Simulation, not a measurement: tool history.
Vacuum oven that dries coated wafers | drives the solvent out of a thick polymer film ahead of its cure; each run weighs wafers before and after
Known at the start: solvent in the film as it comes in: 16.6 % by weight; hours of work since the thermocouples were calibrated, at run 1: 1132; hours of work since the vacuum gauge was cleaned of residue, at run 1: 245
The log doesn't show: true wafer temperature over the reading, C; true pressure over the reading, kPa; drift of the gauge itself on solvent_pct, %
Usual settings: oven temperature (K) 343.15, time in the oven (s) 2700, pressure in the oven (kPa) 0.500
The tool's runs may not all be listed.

| run | hour | oven temperature (K) | time in the oven (s) | pressure in the oven (kPa) | hours of work since the thermocouples were calibrated | hours of work since the vacuum gauge was cleaned of residue | solvent left in the film (%) |
|---|---|---|---|---|---|---|---|
| 1 | 0.0 | 343.15 | 2700 | 0.500 | 1132 | 245 | 4.10 |
| 2 | 18.9 | 343.15 | 2700 | 0.500 | 1140 | 253 | 4.18 |
| 3 | 37.4 | 343.15 | 2700 | 0.500 | 1149 | 261 | 4.11 |
| 4 | 59.7 | 343.15 | 2700 | 0.500 | 1158 | 271 | 4.13 |
| 5 | 83.2 | 343.15 | 3300 | 0.500 | 1169 | 282 | 3.25 |
| 6 | 115.2 | 343.15 | 2700 | 0.500 | 1183 | 296 | 4.08 |
| 7 | 144.0 | 343.15 | 2700 | 0.500 | 1196 | 308 | 4.04 |
| 8 | 178.2 | 343.15 | 2700 | 0.500 | 1211 | 324 | 4.16 |
| 9 | 203.9 | 343.15 | 2700 | 0.500 | 1222 | 335 | 4.25 |
| 10 | 233.9 | 343.15 | 2700 | 0.500 | 1235 | 348 | 4.07 |
| 11 | 268.2 | 343.15 | 2700 | 0.500 | 1251 | 363 | 4.23 |
| 12 | 284.5 | 343.15 | 2700 | 0.500 | 1258 | 370 | 4.13 |
| 13 | 300.3 | 343.15 | 2700 | 0.637 | 1265 | 377 | 4.17 |
| 14 | 331.8 | 343.15 | 2700 | 0.637 | 1279 | 391 | 4.19 |
| 15 | 354.4 | 343.15 | 2700 | 0.637 | 1289 | 401 | 4.11 |
| 16 | 377.0 | 343.15 | 2700 | 0.637 | 1299 | 411 | 4.21 |
| 17 | 403.2 | 343.15 | 2700 | 0.500 | 1310 | 423 | 4.00 |
| 18 | 435.2 | 343.15 | 2700 | 0.500 | 1324 | 437 | 4.15 |
| 19 | 460.4 | 343.15 | 2700 | 0.500 | 1335 | 448 | 4.12 |
| 20 | 481.4 | 343.15 | 2700 | 0.500 | 1345 | 458 | 4.14 |
| 21 | 509.0 | 343.15 | 2700 | 0.500 | 1357 | 470 | 4.17 |
| 22 | 525.3 | 343.15 | 4500 | 0.500 | 1364 | 477 | 1.95 |
| 23 | 557.7 | 343.15 | 2700 | 0.500 | 1378 | 491 | 4.07 |
| 24 | 587.4 | 343.15 | 2700 | 0.500 | 1392 | 504 | 4.14 |
| 25 | 607.2 | 341.15 | 4380 | 0.505 | 1400 | 513 | 2.75 |
| 26 | 623.5 | 334.15 | 2700 | 0.623 | 1408 | 520 | 7.83 |
| 27 | 651.5 | 343.15 | 3360 | 0.500 | 1420 | 533 | 3.21 |
| 28 | 679.0 | 331.15 | 2400 | 0.806 | 1432 | 545 | 9.37 |
| 29 | 704.7 | 343.15 | 2700 | 1.967 | 1443 | 556 | 4.78 |
| 30 | 731.3 | 355.15 | 1380 | 0.467 | 1455 | 568 | 2.80 |
| 31 | 762.8 | 344.15 | 2280 | 0.724 | 1469 | 582 | 4.64 |
| 32 | 793.5 | 344.15 | 2280 | 0.724 | 1483 | 595 | 4.69 |
| 33 | 824.6 | 343.15 | 3240 | 0.500 | 1496 | 609 | 3.34 |
| 34 | 856.4 | 337.15 | 1380 | 0.543 | 1510 | 623 | 9.43 |
| 35 | 891.4 | 337.15 | 3300 | 0.354 | 1526 | 639 | 5.60 |
| 36 | 926.3 | 331.15 | 2700 | 1.400 | 1541 | 654 | 9.24 |
| 37 | 943.2 | 343.15 | 1560 | 0.957 | 1549 | 662 | 6.92 |
| 38 | 973.0 | 335.15 | 3540 | 1.709 | 1562 | 675 | 6.67 |
| 39 | 990.1 | 344.15 | 2700 | 0.371 | 1569 | 682 | 3.80 |
| 40 | 1018.5 | 330.15 | 4140 | 0.500 | 1582 | 695 | 7.44 |
|  | 1022.9 | oven's thermocouples calibrated |
| 41 | 1052.7 | 330.15 | 4140 | 0.500 | 13 | 709 | 7.49 |
| 42 | 1087.0 | 330.15 | 4140 | 0.500 | 28 | 724 | 7.41 |
| 43 | 1120.4 | 347.15 | 1920 | 0.573 | 43 | 739 | 4.11 |
| 44 | 1139.1 | 335.15 | 3060 | 0.573 | 51 | 747 | 6.80 |
| 45 | 1174.0 | 343.15 | 1920 | 0.500 | 67 | 763 | 5.84 |
| 46 | 1192.3 | 335.15 | 2880 | 0.500 | 75 | 771 | 7.11 |
| 47 | 1211.6 | 335.15 | 2880 | 0.500 | 83 | 779 | 7.04 |

3 ways to go on from here, each from the tool as it stands after run 47. What would each give?
| A | 1240.9 | 335.15 | 2880 | 0.384 | 96 | 792 | ? |
| B | 1240.9 | 342.15 | 2880 | 1.626 | 96 | 792 | ? |
| C | 1240.9 | 351.15 | 2400 | 0.371 | 96 | 792 | ? |

| run | solvent left in the film (%) |
|---|---|
| A | 6.90 |
| B | 4.66 |
| C | 1.77 |
Without the tool's hidden state the same runs would have given:
| run | solvent left in the film (%) |
|---|---|
| A | 6.89 |
| B | 4.66 |
| C | 1.76 |
